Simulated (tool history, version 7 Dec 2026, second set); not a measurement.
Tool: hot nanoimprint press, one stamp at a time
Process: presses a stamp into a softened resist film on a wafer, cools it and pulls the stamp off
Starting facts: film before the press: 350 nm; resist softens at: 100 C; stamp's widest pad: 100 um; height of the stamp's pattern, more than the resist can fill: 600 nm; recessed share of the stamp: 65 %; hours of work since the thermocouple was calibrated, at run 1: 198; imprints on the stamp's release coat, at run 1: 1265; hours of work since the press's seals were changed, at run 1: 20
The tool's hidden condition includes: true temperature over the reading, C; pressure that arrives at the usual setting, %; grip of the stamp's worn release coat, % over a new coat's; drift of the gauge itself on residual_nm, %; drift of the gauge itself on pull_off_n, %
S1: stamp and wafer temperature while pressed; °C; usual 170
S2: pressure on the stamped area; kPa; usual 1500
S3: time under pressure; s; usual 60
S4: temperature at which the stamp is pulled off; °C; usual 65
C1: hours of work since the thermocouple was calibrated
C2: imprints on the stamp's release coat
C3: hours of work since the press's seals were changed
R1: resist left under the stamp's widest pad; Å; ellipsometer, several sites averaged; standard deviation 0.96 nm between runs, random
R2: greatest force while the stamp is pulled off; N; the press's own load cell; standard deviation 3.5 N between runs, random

Run 1, hour 0: usual settings; C1 198; C2 1265; C3 20. Result: R1 1415 Å, R2 258 N.
Run 2, hour 4.9: usual settings; C1 201; C2 1278; C3 23. Result: R1 1410 Å, R2 252 N.
Run 3, hour 14.2: usual settings but S2 1200 kPa; C1 206; C2 1303; C3 28. Result: R1 1574 Å, R2 256 N.
Run 4, hour 22.2: usual settings; C1 211; C2 1325; C3 33. Result: R1 1411 Å, R2 248 N.
Run 5, hour 30.1: usual settings but S4 68 °C; C1 215; C2 1346; C3 37. Result: R1 1415 Å, R2 240 N.
Run 6, hour 35.4: usual settings but S1 167 °C; C1 219; C2 1360; C3 40. Result: R1 1637 Å, R2 263 N.
Run 7, hour 44.1: usual settings; C1 224; C2 1384; C3 45. Result: R1 1433 Å, R2 261 N.
Run 8, hour 47.9: usual settings; C1 226; C2 1394; C3 47. Result: R1 1428 Å, R2 258 N.
Run 9, hour 53.7: usual settings; C1 229; C2 1409; C3 51. Result: R1 1413 Å, R2 260 N.
Run 10, hour 60.7: usual settings but S3 47 s; C1 233; C2 1428; C3 55. Result: R1 1563 Å, R2 259 N.
Run 11, hour 66.7: usual settings but S3 45 s; C1 236; C2 1444; C3 58. Result: R1 1561 Å, R2 266 N.
Run 12, hour 73.8: usual settings but S3 45 s; C1 241; C2 1464; C3 62. Result: R1 1571 Å, R2 262 N.
Run 13, hour 79.4: usual settings but S3 45 s; C1 244; C2 1479; C3 65. Result: R1 1585 Å, R2 265 N.
Run 14, hour 85.9: usual settings but S3 45 s; C1 247; C2 1496; C3 69. Result: R1 1571 Å, R2 269 N.
Run 15, hour 90.6: usual settings but S3 34 s; C1 250; C2 1509; C3 72. Result: R1 1757 Å, R2 264 N.
Run 16, hour 94.6: usual settings but S3 34 s; C1 252; C2 1519; C3 74. Result: R1 1755 Å, R2 259 N.
Run 17, hour 101.6: usual settings but S1 166 °C, S2 1080 kPa, S3 95 s, S4 59 °C; C1 257; C2 1538; C3 78. Result: R1 1715 Å, R2 287 N.
Run 18, hour 109.2: usual settings but S1 176 °C, S2 1510 kPa, S3 31 s, S4 53 °C; C1 261; C2 1559; C3 83. Result: R1 1326 Å, R2 321 N.
Run 19, hour 116.4: usual settings but S1 175 °C, S2 940 kPa, S3 38 s; C1 265; C2 1578; C3 87. Result: R1 1624 Å, R2 271 N.
Run 20, hour 125.3: usual settings but S1 159 °C, S2 980 kPa, S3 31 s, S4 58 °C; C1 270; C2 1602; C3 92. Result: R1 3068 Å, R2 299 N.
Run 21, hour 131.2: usual settings but S1 175 °C, S2 1510 kPa, S3 31 s, S4 58 °C; C1 274; C2 1618; C3 95. Result: R1 1415 Å, R2 297 N.
Run 22, hour 135.5: usual settings but S1 175 °C, S2 1510 kPa, S3 31 s, S4 58 °C; C1 276; C2 1630; C3 98. Result: R1 1397 Å, R2 310 N.
Run 23, hour 143.4: usual settings but S1 163 °C, S2 1050 kPa, S3 36 s; C1 281; C2 1651; C3 102. Result: R1 2642 Å, R2 289 N.
Run 24, hour 150.9: usual settings but S4 73 °C; C1 285; C2 1671; C3 106. Result: R1 1395 Å, R2 243 N.
Run 25, hour 155.3: usual settings but S4 73 °C; C1 287; C2 1683; C3 109. Result: R1 1440 Å, R2 241 N.
Run 26, hour 159.7: usual settings but S4 73 °C; C1 290; C2 1695; C3 112. Result: R1 1427 Å, R2 249 N.
Run 27, hour 166.5: usual settings but S2 1510 kPa, S4 73 °C; C1 294; C2 1713; C3 115. Result: R1 1420 Å, R2 248 N.
Run 28, hour 174.9: usual settings but S2 1510 kPa, S4 73 °C; C1 299; C2 1736; C3 120. Result: R1 1406 Å, R2 255 N.
Run 29, hour 179.9: usual settings but S2 2070 kPa, S3 51 s; C1 301; C2 1749; C3 123. Result: R1 1309 Å, R2 282 N.
Run 30, hour 184.2: usual settings but S2 2070 kPa, S3 51 s; C1 304; C2 1761; C3 126. Result: R1 1294 Å, R2 286 N.
Run 31, hour 193.1: usual settings but S1 173 °C, S2 1570 kPa; C1 309; C2 1785; C3 131. Result: R1 1193 Å, R2 276 N.

Branching from run 31: 3 alternative next runs. What would each branch give?
Run A, hour 199.7: usual settings but S1 173 °C, S2 1570 kPa, S4 67 °C; C1 313; C2 1803; C3 135. Result: R1 ?, R2 ?.
Run B, hour 199.7: usual settings but S1 177 °C, S2 1570 kPa; C1 313; C2 1803; C3 135. Result: R1 ?, R2 ?.
Run C, hour 199.7: usual settings but S1 173 °C, S2 1230 kPa, S3 41 s, S4 58 °C; C1 313; C2 1803; C3 135. Result: R1 ?, R2 ?.

run    R1   R2
  A  1198  284
  B   956  287
  C  1547  311
Without the tool's unlogged condition, the same runs would have read:
run    R1   R2
  A  1148  168
  B   917  169
  C  1488  184

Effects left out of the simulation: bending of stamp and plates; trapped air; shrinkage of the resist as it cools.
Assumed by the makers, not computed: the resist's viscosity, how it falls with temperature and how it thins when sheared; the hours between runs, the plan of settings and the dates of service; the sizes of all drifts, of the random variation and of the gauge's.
